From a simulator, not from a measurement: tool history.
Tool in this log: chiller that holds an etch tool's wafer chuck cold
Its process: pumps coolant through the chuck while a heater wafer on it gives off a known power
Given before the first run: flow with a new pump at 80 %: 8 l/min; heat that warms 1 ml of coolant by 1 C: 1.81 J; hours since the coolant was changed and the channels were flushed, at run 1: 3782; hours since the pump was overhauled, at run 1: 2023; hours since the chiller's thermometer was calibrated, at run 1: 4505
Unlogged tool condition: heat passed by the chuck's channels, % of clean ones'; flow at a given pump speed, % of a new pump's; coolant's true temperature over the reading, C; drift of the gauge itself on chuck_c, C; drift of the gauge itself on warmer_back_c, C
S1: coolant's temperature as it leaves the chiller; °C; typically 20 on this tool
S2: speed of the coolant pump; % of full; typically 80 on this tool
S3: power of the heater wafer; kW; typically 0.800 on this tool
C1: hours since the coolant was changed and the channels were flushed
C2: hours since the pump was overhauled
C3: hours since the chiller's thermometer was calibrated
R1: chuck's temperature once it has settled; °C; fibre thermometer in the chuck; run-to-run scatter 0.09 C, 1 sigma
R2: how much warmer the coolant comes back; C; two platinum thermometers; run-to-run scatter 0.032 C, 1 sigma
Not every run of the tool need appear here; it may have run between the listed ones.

run,hour,S1,S2,S3,C1,C2,C3,R1,R2
1,0.0,20,80,0.800,3782,2023,4505,27.06,3.52
2,100.6,20,80,0.800,3883,2124,4606,27.34,3.50
3,181.0,20,80,0.800,3963,2204,4686,27.10,3.58
4,251.1,20,80,0.800,4033,2274,4756,27.22,3.47
# hour 261.2: chiller's thermometer calibrated
5,347.8,20,80,0.800,4129,2370,87,27.05,3.55
6,453.4,15,99,0.800,4235,2476,192,20.79,2.81
7,536.5,20,70,0.842,4318,2559,275,28.40,4.33
8,580.9,20,70,0.842,4362,2603,320,28.37,4.30
9,665.9,20,70,0.842,4447,2688,405,28.62,4.37
10,754.8,20,70,0.842,4536,2777,494,28.35,4.33

Below, some changes in R1 between adjacent runs. For each, the amount present without the hidden state too (settings, incoming material, random variation) and the amount remaining for the hidden state with gauge scatter not shared by both compared results:
Run 6 -> 7: S1 15 -> 20, S2 99 -> 70, S3 0.800 -> 0.842. R1 +7.61 °C: hidden state +0.37, all else +7.24.
